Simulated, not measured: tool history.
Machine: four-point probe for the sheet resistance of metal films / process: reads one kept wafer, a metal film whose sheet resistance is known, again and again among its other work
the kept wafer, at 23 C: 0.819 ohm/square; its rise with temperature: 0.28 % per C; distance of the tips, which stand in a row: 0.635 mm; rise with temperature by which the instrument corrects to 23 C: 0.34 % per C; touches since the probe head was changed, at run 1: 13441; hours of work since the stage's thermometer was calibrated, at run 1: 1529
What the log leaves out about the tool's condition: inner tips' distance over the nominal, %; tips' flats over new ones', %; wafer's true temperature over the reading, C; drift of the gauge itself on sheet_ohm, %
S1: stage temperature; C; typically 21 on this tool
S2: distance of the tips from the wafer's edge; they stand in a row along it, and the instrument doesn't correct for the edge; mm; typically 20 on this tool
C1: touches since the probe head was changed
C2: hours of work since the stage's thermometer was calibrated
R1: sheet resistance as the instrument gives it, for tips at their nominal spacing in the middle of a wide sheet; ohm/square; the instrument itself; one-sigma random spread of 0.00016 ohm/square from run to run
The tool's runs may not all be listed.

{"run": 1, "hour": 0.0, "S1": 21, "S2": 20, "C1": 13441, "C2": 1529, "R1": 0.818572}
{"run": 2, "hour": 42.4, "S1": 21, "S2": 20, "C1": 14395, "C2": 1557, "R1": 0.818514}
{"run": 3, "hour": 83.7, "S1": 21, "S2": 20, "C1": 15322, "C2": 1585, "R1": 0.818987}
{"run": 4, "hour": 137.8, "S1": 21, "S2": 7, "C1": 16536, "C2": 1621, "R1": 0.822001}
{"run": 5, "hour": 172.1, "S1": 19, "S2": 20, "C1": 17309, "C2": 1644, "R1": 0.81983}
{"run": 6, "hour": 198.1, "S1": 21, "S2": 20, "C1": 17893, "C2": 1661, "R1": 0.818757}
{"run": 7, "hour": 231.8, "S1": 21, "S2": 20, "C1": 18649, "C2": 1683, "R1": 0.819071}
{"run": 8, "hour": 258.8, "S1": 21, "S2": 20, "C1": 19257, "C2": 1701, "R1": 0.818799}
{"run": 9, "hour": 314.4, "S1": 21, "S2": 6, "C1": 20506, "C2": 1738, "R1": 0.823496}
{"run": 10, "hour": 349.5, "S1": 21, "S2": 6, "C1": 21293, "C2": 1762, "R1": 0.823933}
{"run": 11, "hour": 404.1, "S1": 21, "S2": 20, "C1": 22521, "C2": 1798, "R1": 0.819281}
{"run": 12, "hour": 442.8, "S1": 21, "S2": 20, "C1": 23389, "C2": 1824, "R1": 0.819122}
{"run": 13, "hour": 482.2, "S1": 19, "S2": 20, "C1": 24275, "C2": 1850, "R1": 0.820166}
{"run": 14, "hour": 534.0, "S1": 29, "S2": 20, "C1": 25440, "C2": 1885, "R1": 0.815649}
{"run": 15, "hour": 587.0, "S1": 21, "S2": 20, "C1": 26630, "C2": 1920, "R1": 0.819434}
{"run": 16, "hour": 618.1, "S1": 28, "S2": 20, "C1": 27330, "C2": 1941, "R1": 0.815993}
{"run": 17, "hour": 669.5, "S1": 28, "S2": 49, "C1": 28483, "C2": 1975, "R1": 0.815797}
{"run": 18, "hour": 715.8, "S1": 21, "S2": 8, "C1": 29523, "C2": 2006, "R1": 0.821966}
{"run": 19, "hour": 759.6, "S1": 21, "S2": 9, "C1": 30509, "C2": 2035, "R1": 0.821472}
{"run": 20, "hour": 786.8, "S1": 21, "S2": 9, "C1": 31120, "C2": 2053, "R1": 0.821139}
{"run": 21, "hour": 840.7, "S1": 32, "S2": 20, "C1": 32330, "C2": 2089, "R1": 0.814569}
{"run": 22, "hour": 889.5, "S1": 32, "S2": 20, "C1": 33426, "C2": 2121, "R1": 0.814372}
{"run": 23, "hour": 924.5, "S1": 25, "S2": 5, "C1": 34213, "C2": 2145, "R1": 0.824461}
{"run": 24, "hour": 972.3, "S1": 26, "S2": 4, "C1": 35286, "C2": 2177, "R1": 0.828045}
{"run": 25, "hour": 1009.3, "S1": 23, "S2": 24, "C1": 36117, "C2": 2201, "R1": 0.818733}
{"run": 26, "hour": 1048.6, "S1": 23, "S2": 24, "C1": 37001, "C2": 2227, "R1": 0.818825}
{"run": 27, "hour": 1106.7, "S1": 24, "S2": 14, "C1": 38307, "C2": 2266, "R1": 0.818976}
{"hour": 1110.2, "done": "stage's thermometer calibrated"}
{"run": 28, "hour": 1144.3, "S1": 32, "S2": 5, "C1": 39140, "C2": 23, "R1": 0.821875}
{"run": 29, "hour": 1201.2, "S1": 21, "S2": 65, "C1": 40419, "C2": 61, "R1": 0.820245}
{"run": 30, "hour": 1255.0, "S1": 24, "S2": 14, "C1": 41628, "C2": 96, "R1": 0.819727}
{"run": 31, "hour": 1296.5, "S1": 32, "S2": 9, "C1": 42561, "C2": 124, "R1": 0.817384}
{"run": 32, "hour": 1349.5, "S1": 32, "S2": 9, "C1": 43750, "C2": 159, "R1": 0.817243}
{"run": 33, "hour": 1377.7, "S1": 22, "S2": 23, "C1": 44384, "C2": 178, "R1": 0.820522}
{"run": 34, "hour": 1416.3, "S1": 21, "S2": 46, "C1": 45252, "C2": 204, "R1": 0.820913}
{"hour": 1447.0, "done": "stage's thermometer calibrated, once more"}
{"run": 35, "hour": 1456.8, "S1": 20, "S2": 3, "C1": 46150, "C2": 6, "R1": 0.838146}
{"run": 36, "hour": 1491.0, "S1": 19, "S2": 49, "C1": 46919, "C2": 29, "R1": 0.819125}
{"run": 37, "hour": 1538.6, "S1": 25, "S2": 21, "C1": 47989, "C2": 61, "R1": 0.816906}
{"run": 38, "hour": 1584.7, "S1": 25, "S2": 21, "C1": 49023, "C2": 92, "R1": 0.817078}
{"run": 39, "hour": 1627.7, "S1": 31, "S2": 6, "C1": 49991, "C2": 120, "R1": 0.81836}
{"run": 40, "hour": 1685.4, "S1": 31, "S2": 6, "C1": 51286, "C2": 159, "R1": 0.818364}
{"run": 41, "hour": 1725.1, "S1": 31, "S2": 6, "C1": 52178, "C2": 185, "R1": 0.818904}
{"run": 42, "hour": 1762.5, "S1": 25, "S2": 41, "C1": 53018, "C2": 210, "R1": 0.816794}
{"run": 43, "hour": 1791.9, "S1": 34, "S2": 5, "C1": 53679, "C2": 230, "R1": 0.819239}
{"run": 44, "hour": 1831.7, "S1": 34, "S2": 5, "C1": 54573, "C2": 256, "R1": 0.819531}

How would selected steps in R1 from run to run divide? Give the signed amount a tool lacking its hidden state would still show from settings, what came in and random variation, and the signed amount left for the hidden state, including any gauge scatter that is not in both of the compared results.
Run 22 -> 23: S1 32 -> 25, S2 20 -> 5. R1 +0.010089 ohm/square: hidden state +0.000076, all else +0.010013.
Run 27 -> 28: S1 24 -> 32, S2 14 -> 5, stage's thermometer calibrated. R1 +0.002899 ohm/square: hidden state +0.000444, all else +0.002455.
Run 28 -> 29: S1 32 -> 21, S2 5 -> 65. R1 -0.00163 ohm/square: hidden state +0.000151, all else -0.001781.
Run 34 -> 35: S1 21 -> 20, S2 46 -> 3, stage's thermometer calibrated, once more. R1 +0.017233 ohm/square: hidden state -0.002441, all else +0.019674.
Run 35 -> 36: S1 20 -> 19, S2 3 -> 49. R1 -0.019021 ohm/square: hidden state +0.000084, all else -0.019105.
